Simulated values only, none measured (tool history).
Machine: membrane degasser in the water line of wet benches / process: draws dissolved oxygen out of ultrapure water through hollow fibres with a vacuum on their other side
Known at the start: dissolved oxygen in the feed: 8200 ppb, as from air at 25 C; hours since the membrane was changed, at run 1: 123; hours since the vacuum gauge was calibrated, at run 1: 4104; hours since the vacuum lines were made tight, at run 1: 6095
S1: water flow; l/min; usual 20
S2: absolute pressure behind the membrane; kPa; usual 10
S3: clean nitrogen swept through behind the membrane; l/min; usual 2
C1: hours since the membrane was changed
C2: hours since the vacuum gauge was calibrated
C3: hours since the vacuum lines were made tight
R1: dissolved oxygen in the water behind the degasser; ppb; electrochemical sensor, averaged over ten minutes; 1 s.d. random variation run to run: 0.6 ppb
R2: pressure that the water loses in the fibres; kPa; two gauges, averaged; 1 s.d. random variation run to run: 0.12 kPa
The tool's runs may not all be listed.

| run | hour | S1 | S2 | S3 | C1 | C2 | C3 | R1 | R2 |
|---|---|---|---|---|---|---|---|---|---|
| 1 | 0 | 20 | 10 | 2 | 123 | 4104 | 6095 | 167.9 | 39.16 |
| 2 | 230.8 | 20 | 23.2 | 2 | 354 | 4335 | 6326 | 468 | 39.02 |
| 3 | 483.6 | 20 | 23.2 | 2 | 606 | 4588 | 6579 | 470.3 | 39.04 |
| 4 | 800.9 | 20 | 23.2 | 2 | 924 | 4905 | 6896 | 471.2 | 39.23 |
| 5 | 1052 | 16 | 10 | 2 | 1175 | 5156 | 7147 | 139.3 | 31.26 |
| 6 | 1231 | 16 | 10 | 2 | 1354 | 5335 | 7326 | 140.5 | 31.54 |
|  | 1342.7 | seals of the vacuum lines changed |
| 7 | 1497.6 | 16 | 10 | 2 | 1618 | 5600 | 155 | 133.8 | 31.54 |
| 8 | 1804.7 | 19 | 10 | 2 | 1926 | 5907 | 462 | 158.3 | 37.32 |
| 9 | 1971.8 | 19 | 10 | 2 | 2093 | 6074 | 629 | 158.9 | 37.65 |
| 10 | 2231.1 | 19 | 10 | 2 | 2352 | 6333 | 888 | 158.4 | 37.48 |
| 11 | 2540.6 | 19 | 10 | 2 | 2661 | 6643 | 1198 | 160 | 37.58 |
| 12 | 2817.2 | 14 | 10 | 2 | 2938 | 6920 | 1475 | 120 | 27.8 |
| 13 | 3083.3 | 14 | 10 | 2 | 3204 | 7186 | 1741 | 121.5 | 27.72 |
| 14 | 3366.5 | 14 | 10 | 2 | 3487 | 7469 | 2024 | 122 | 27.75 |
| 15 | 3615.9 | 20 | 10 | 2 | 3737 | 7718 | 2273 | 170.6 | 39.64 |
| 16 | 3979 | 20 | 10 | 2 | 4100 | 8081 | 2636 | 169.7 | 39.83 |
| 17 | 4266 | 20 | 10 | 2 | 4387 | 8368 | 2923 | 170.6 | 39.66 |
| 18 | 4547.6 | 20 | 10 | 2 | 4668 | 8650 | 3205 | 172.9 | 39.96 |
| 19 | 4783.7 | 22 | 15.6 | 1.56 | 4905 | 8886 | 3441 | 404.7 | 43.8 |

For run 20, what comes out?
|  | 4899.2 | vacuum gauge calibrated |
| 20 | 5022.3 | 16 | 14.4 | 0.95 | 5143 | 123 | 3679 | ? | ? |

Run 20 came out at R1 417.2 ppb, R2 31.93 kPa.
If the tool had no hidden condition, the same run with the same run-to-run variation would have returned R1 409.3 ppb, R2 31.16 kPa.
